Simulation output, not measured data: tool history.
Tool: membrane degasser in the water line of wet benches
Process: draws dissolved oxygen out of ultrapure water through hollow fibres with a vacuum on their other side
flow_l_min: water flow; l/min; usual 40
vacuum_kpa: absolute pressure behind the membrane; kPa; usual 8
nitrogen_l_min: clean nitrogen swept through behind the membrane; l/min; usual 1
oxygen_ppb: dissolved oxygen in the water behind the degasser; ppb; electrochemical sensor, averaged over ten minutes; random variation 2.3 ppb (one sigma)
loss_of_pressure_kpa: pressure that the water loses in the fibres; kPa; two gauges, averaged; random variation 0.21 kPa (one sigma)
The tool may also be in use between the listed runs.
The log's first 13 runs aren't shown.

run,hour,flow_l_min,vacuum_kpa,nitrogen_l_min,oxygen_ppb,loss_of_pressure_kpa
14,2119.4,40,8,0.8,466.3,51.38
15,2238.8,40,8,1.11,368.4,51.45
# hour 2433.4: vacuum gauge calibrated
16,2445.4,40,8,1,396.6,51.59
17,2634.3,43,9.65,1.06,531.3,55.36
18,2810.2,38,7.53,1.03,337.8,49.24
19,2923.7,38,7.53,1.03,339.4,49.06
20,3031.8,40,19.49,1,1185.1,51.55
21,3144.5,24,16.88,2.75,282.5,30.94
22,3292.6,24,6.03,2.75,63.8,31.1
# hour 3467: vacuum gauge calibrated, once more
23,3474.6,37,15.65,1.73,569.4,47.92
24,3637.2,57,15.65,1.73,842.6,74.03
25,3839.2,33,10.87,1.73,325.3,43.08
26,3964.5,35,4.88,1.98,77,45.61
27,4163.2,54,8,0.86,568.2,70.78
28,4302.8,54,8,0.86,571.8,69.94
29,4493.3,57,5.66,2.06,213.9,74.68
30,4658.9,57,18.92,0.48,2220.2,74.09
31,4771.9,54,8,1,513.6,70.37
32,4876,36,11.76,1.21,528.6,46.55

3 ways to go on from here, each from the tool as it stands after run 32. What would each give?
A,5027.9,31,8,1.2,?,?
B,5027.9,25,8,0.58,?,?
C,5027.9,55,9.18,1,?,?

run,oxygen_ppb,loss_of_pressure_kpa
A,269.3,40.32
B,393.7,32.71
C,647.4,71.73
Without the tool's hidden state the same runs would have given:
run,oxygen_ppb,loss_of_pressure_kpa
A,265.2,38.63
B,390.8,31.35
C,634.4,68.74

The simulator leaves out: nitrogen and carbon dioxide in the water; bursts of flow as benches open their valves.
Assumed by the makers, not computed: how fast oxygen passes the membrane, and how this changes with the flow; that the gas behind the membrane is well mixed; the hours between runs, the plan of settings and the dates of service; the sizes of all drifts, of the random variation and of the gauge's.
